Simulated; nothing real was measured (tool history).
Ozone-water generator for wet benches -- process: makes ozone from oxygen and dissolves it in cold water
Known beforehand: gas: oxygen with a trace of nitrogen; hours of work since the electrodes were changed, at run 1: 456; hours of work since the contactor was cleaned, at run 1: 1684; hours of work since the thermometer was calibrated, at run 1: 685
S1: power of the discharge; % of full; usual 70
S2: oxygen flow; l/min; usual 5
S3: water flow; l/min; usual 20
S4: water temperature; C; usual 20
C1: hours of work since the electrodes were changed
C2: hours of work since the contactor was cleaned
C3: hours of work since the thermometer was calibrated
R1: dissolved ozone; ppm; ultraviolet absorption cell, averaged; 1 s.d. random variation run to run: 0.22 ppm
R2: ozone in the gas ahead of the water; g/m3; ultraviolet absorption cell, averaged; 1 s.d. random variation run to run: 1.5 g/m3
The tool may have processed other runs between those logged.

run,hour,S1,S2,S3,S4,C1,C2,C3,R1,R2
1,0,70,5,20,20,456,1684,685,31.9,271.8
2,91.2,70,5.64,20,20,533,1762,763,31.8,252.4
3,155.8,70,5.64,20,20,588,1817,818,31.2,253.6
4,244.6,70,5.64,20,20,664,1892,893,31.5,254.8
5,306.2,70,5.64,20,20,716,1945,946,31.5,255.2
6,410.2,70,5.64,20,20,805,2033,1034,31.2,254.1
7,479.4,70,5,20,20,864,2092,1093,32.1,272.7
# hour 491.1: water thermometer calibrated
8,539.6,70,5,20,20,915,2143,41,31.5,271.4
9,654.5,70,5,20,13,1013,2241,139,34.6,270.7
10,715.2,70,5,20,13,1064,2293,191,34.3,269.1
11,770.3,70,5,20,13,1111,2340,238,34.3,269.2
12,837.3,50,5.39,17,19,1168,2397,295,29.2,211.6
# hour 873.8: water thermometer calibrated, once more
13,914.4,50,5.39,17,19,1234,2462,35,29.7,213
14,973.9,70,5,28,20,1284,2513,85,23.1,270.2
15,1074.7,58,5.87,20,15,1370,2599,171,29.7,221.6
16,1145.4,70,7.3,12,22,1430,2659,231,38.8,215.8
17,1256.6,55,2.65,20,13,1525,2754,326,28.1,338.3
18,1374,70,4.67,20,20,1625,2854,426,31.1,278.2
19,1429.4,84,5,19,20,1672,2901,473,35.9,297.6

Table of differences, measured result less the result of that run with no hidden state. Run-to-run variation is the same in both. Gauge scatter possibly is not:
The hidden state here: yield of the discharge, % of new electrodes'; contactor's efficiency, % of a clean one's; true water temperature over the reading, C; drift of the gauge itself on ozone_ppm, %; drift of the gauge itself on gas_g_m3, %.
run,R1,R2
1,-0.4,-1.5
2,-0.4,-1.7
3,-0.4,-2
4,-0.4,-2.3
5,-0.6,-2.6
6,-0.5,-2.9
7,-0.6,-3.5
8,-0.6,-3.7
9,-0.8,-4.2
10,-0.9,-4.4
11,-0.9,-4.6
12,-0.6,-3.1
13,-0.6,-3.2
14,-0.7,-5.5
15,-0.8,-4.2
16,-1,-4.9
17,-0.9,-7.2
18,-1.1,-7.3
19,-1.4,-9
